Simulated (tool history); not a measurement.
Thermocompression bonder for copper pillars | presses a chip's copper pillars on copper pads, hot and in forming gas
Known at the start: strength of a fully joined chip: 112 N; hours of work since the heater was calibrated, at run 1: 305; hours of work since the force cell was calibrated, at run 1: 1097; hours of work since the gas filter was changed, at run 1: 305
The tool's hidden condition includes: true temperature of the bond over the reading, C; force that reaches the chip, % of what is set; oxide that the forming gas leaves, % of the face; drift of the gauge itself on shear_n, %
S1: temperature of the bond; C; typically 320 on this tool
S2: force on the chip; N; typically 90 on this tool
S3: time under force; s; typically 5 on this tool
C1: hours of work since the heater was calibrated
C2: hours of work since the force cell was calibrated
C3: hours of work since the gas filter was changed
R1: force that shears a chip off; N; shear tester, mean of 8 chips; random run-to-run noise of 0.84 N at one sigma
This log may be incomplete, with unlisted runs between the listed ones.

{"run": 1, "hour": 0.0, "S1": 320, "S2": 90, "S3": 5, "C1": 305, "C2": 1097, "C3": 305, "R1": 61.9}
{"run": 2, "hour": 46.8, "S1": 320, "S2": 90, "S3": 5, "C1": 332, "C2": 1124, "C3": 332, "R1": 60.8}
{"run": 3, "hour": 84.5, "S1": 320, "S2": 90, "S3": 4, "C1": 355, "C2": 1147, "C3": 355, "R1": 55.7}
{"run": 4, "hour": 151.0, "S1": 320, "S2": 90, "S3": 4, "C1": 394, "C2": 1186, "C3": 394, "R1": 54.4}
{"hour": 176.7, "done": "forming gas filter changed"}
{"run": 5, "hour": 229.1, "S1": 320, "S2": 90, "S3": 6, "C1": 440, "C2": 1232, "C3": 31, "R1": 67.9}
{"run": 6, "hour": 281.8, "S1": 320, "S2": 90, "S3": 6, "C1": 471, "C2": 1263, "C3": 62, "R1": 66.6}
{"run": 7, "hour": 317.5, "S1": 320, "S2": 90, "S3": 6, "C1": 492, "C2": 1284, "C3": 83, "R1": 66.6}
{"run": 8, "hour": 393.2, "S1": 320, "S2": 90, "S3": 6, "C1": 537, "C2": 1329, "C3": 128, "R1": 65.3}
{"run": 9, "hour": 434.5, "S1": 320, "S2": 90, "S3": 4, "C1": 562, "C2": 1353, "C3": 153, "R1": 57.2}
{"run": 10, "hour": 497.8, "S1": 320, "S2": 90, "S3": 4, "C1": 599, "C2": 1391, "C3": 190, "R1": 58.0}
{"run": 11, "hour": 566.1, "S1": 320, "S2": 90, "S3": 4, "C1": 639, "C2": 1431, "C3": 230, "R1": 56.1}
{"run": 12, "hour": 606.8, "S1": 322, "S2": 90, "S3": 5, "C1": 664, "C2": 1455, "C3": 255, "R1": 62.5}
{"run": 13, "hour": 692.4, "S1": 322, "S2": 90, "S3": 6, "C1": 714, "C2": 1506, "C3": 305, "R1": 64.0}
{"run": 14, "hour": 740.4, "S1": 322, "S2": 90, "S3": 6, "C1": 743, "C2": 1534, "C3": 334, "R1": 63.9}
{"run": 15, "hour": 783.4, "S1": 322, "S2": 74, "S3": 6, "C1": 768, "C2": 1560, "C3": 359, "R1": 55.1}
{"run": 16, "hour": 854.1, "S1": 322, "S2": 74, "S3": 6, "C1": 810, "C2": 1602, "C3": 401, "R1": 54.0}
{"hour": 871.3, "done": "forming gas filter changed"}
{"run": 17, "hour": 904.2, "S1": 294, "S2": 68, "S3": 5, "C1": 839, "C2": 1631, "C3": 19, "R1": 34.4}
{"run": 18, "hour": 985.6, "S1": 294, "S2": 68, "S3": 5, "C1": 887, "C2": 1679, "C3": 68, "R1": 34.4}
{"run": 19, "hour": 1060.3, "S1": 309, "S2": 60, "S3": 5, "C1": 932, "C2": 1723, "C3": 112, "R1": 36.0}
{"run": 20, "hour": 1128.7, "S1": 323, "S2": 90, "S3": 5, "C1": 972, "C2": 1764, "C3": 152, "R1": 62.8}
{"run": 21, "hour": 1187.7, "S1": 334, "S2": 90, "S3": 14, "C1": 1007, "C2": 1799, "C3": 187, "R1": 89.2}
{"run": 22, "hour": 1269.3, "S1": 334, "S2": 90, "S3": 14, "C1": 1055, "C2": 1847, "C3": 236, "R1": 87.2}
{"run": 23, "hour": 1317.8, "S1": 324, "S2": 90, "S3": 5, "C1": 1084, "C2": 1876, "C3": 264, "R1": 60.6}
{"run": 24, "hour": 1394.3, "S1": 343, "S2": 90, "S3": 6, "C1": 1129, "C2": 1921, "C3": 309, "R1": 76.4}
{"run": 25, "hour": 1461.8, "S1": 320, "S2": 111, "S3": 7, "C1": 1169, "C2": 1961, "C3": 349, "R1": 73.8}
{"run": 26, "hour": 1532.6, "S1": 320, "S2": 111, "S3": 7, "C1": 1211, "C2": 2003, "C3": 391, "R1": 71.8}

Predict each of these 3 candidate next runs independently; none follows another, all start after run 26:
{"hour": 1561.2, "done": "forming gas filter changed"}
{"run": "A", "hour": 1616.3, "S1": 295, "S2": 109, "S3": 5, "C1": 1260, "C2": 2052, "C3": 33, "R1": "?"}
{"hour": 1561.2, "done": "forming gas filter changed"}
{"run": "B", "hour": 1616.3, "S1": 345, "S2": 90, "S3": 5, "C1": 1260, "C2": 2052, "C3": 33, "R1": "?"}
{"hour": 1561.2, "done": "forming gas filter changed"}
{"run": "C", "hour": 1616.3, "S1": 332, "S2": 56, "S3": 4, "C1": 1260, "C2": 2052, "C3": 33, "R1": "?"}

run=A R1=53.6
run=B R1=79.4
run=C R1=43.0
Take away the tool's hidden state, keep each run's random variation, and the runs would have read:
run=A R1=60.2
run=B R1=85.8
run=C R1=48.6

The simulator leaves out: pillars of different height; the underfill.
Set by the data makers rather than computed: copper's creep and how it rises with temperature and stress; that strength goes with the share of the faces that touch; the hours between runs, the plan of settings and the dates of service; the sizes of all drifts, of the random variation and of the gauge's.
